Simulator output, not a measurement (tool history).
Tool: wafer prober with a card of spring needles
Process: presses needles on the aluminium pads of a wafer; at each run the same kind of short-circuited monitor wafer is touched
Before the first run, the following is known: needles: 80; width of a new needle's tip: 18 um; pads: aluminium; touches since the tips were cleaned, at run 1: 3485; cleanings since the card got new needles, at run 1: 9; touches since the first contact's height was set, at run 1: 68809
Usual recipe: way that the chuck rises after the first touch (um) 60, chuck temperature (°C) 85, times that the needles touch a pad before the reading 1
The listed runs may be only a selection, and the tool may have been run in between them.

run   hour  way that the chuck rises after the first touch (um)  chuck temperature (°C)  times that the needles touch a pad before the reading  touches since the tips were cleaned  cleanings since the card got new needles  touches since the first contact's height was set  resistance of one needle with its contact and lead (mohm)  way that a needle slides on the pad (um)
  1    0.0                                                   60                      85                                                      1                                 3485                                         9                                             68809                                                        305                                      8.98
       5.9  -- tips cleaned on abrasive film
  2   10.7                                                   60                      85                                                      1                                 2646                                        10                                             74579                                                        339                                      8.91
      18.0  -- tips cleaned on abrasive film
  3   21.6                                                   60                      50                                                      1                                 1953                                        11                                             80446                                                        285                                      8.90
  4   27.8                                                   61                      50                                                      1                                 5324                                        11                                             83817                                                        305                                      9.07
      30.2  -- tips cleaned on abrasive film
  5   38.3                                                   61                      50                                                      1                                 4389                                        12                                             89441                                                        302                                      9.04
      42.2  -- tips cleaned on abrasive film
  6   46.2                                                   61                      50                                                      1                                 2138                                        13                                             93677                                                        286                                      9.05
  7   53.8                                                   61                      50                                                      1                                 6281                                        13                                             97820                                                        311                                      9.02
      54.5  -- tips cleaned on abrasive film, once more
  8   61.6                                                   61                      50                                                      1                                 3866                                        14                                            101995                                                        297                                      9.04
      66.9  -- tips cleaned on abrasive film
  9   72.3                                                   60                      85                                                      1                                 2940                                        15                                            107748                                                        304                                      8.84
      79.2  -- tips cleaned on abrasive film
 10   83.1                                                   60                      85                                                      1                                 2116                                        16                                            113564                                                        292                                      8.81
      91.6  -- tips cleaned on abrasive film
 11   94.3                                                   60                      90                                                      1                                 1494                                        17                                            119627                                                        289                                      8.84
     104.1  -- tips cleaned on abrasive film
     104.4  -- height of the first contact set anew
 12  105.7                                                   60                      30                                                      1                                  680                                        18                                               680                                                        267                                      9.09
 13  110.6                                                   60                      30                                                      1                                 3375                                        18                                              3375                                                        283                                      9.07
 14  115.7                                                   60                      85                                                      1                                 6139                                        18                                              6139                                                        314                                      9.10
     116.8  -- tips cleaned on abrasive film
 15  127.0                                                   60                      85                                                      1                                 5497                                        19                                             12186                                                        315                                      9.06
     128.9  -- tips cleaned on abrasive film
 16  135.2                                                   60                     111                                                      1                                 3423                                        20                                             16633                                                        307                                      9.06
     141.4  -- tips cleaned on abrasive film
 17  145.8                                                   46                     111                                                      2                                 2398                                        21                                             22327                                                        308                                      6.92
     153.5  -- tips cleaned on abrasive film
 18  154.3                                                   51                     111                                                      2                                  463                                        22                                             26884                                                        291                                      7.65
 19  163.9                                                   51                     111                                                      2                                 5673                                        22                                             32094                                                        317                                      7.64

What will run 20 give?
     165.7  -- tips cleaned on abrasive film
 20  174.3                                                   51                     111                                                      2                                 4704                                        23                                             37709                                                          ?                                         ?

For run 20 the tool returned resistance of one needle with its contact and lead (mohm) 314, way that a needle slides on the pad (um) 7.64.
If the tool had no hidden condition, the same run with the same run-to-run variation would have returned resistance of one needle with its contact and lead (mohm) 284, way that a needle slides on the pad (um) 7.72.

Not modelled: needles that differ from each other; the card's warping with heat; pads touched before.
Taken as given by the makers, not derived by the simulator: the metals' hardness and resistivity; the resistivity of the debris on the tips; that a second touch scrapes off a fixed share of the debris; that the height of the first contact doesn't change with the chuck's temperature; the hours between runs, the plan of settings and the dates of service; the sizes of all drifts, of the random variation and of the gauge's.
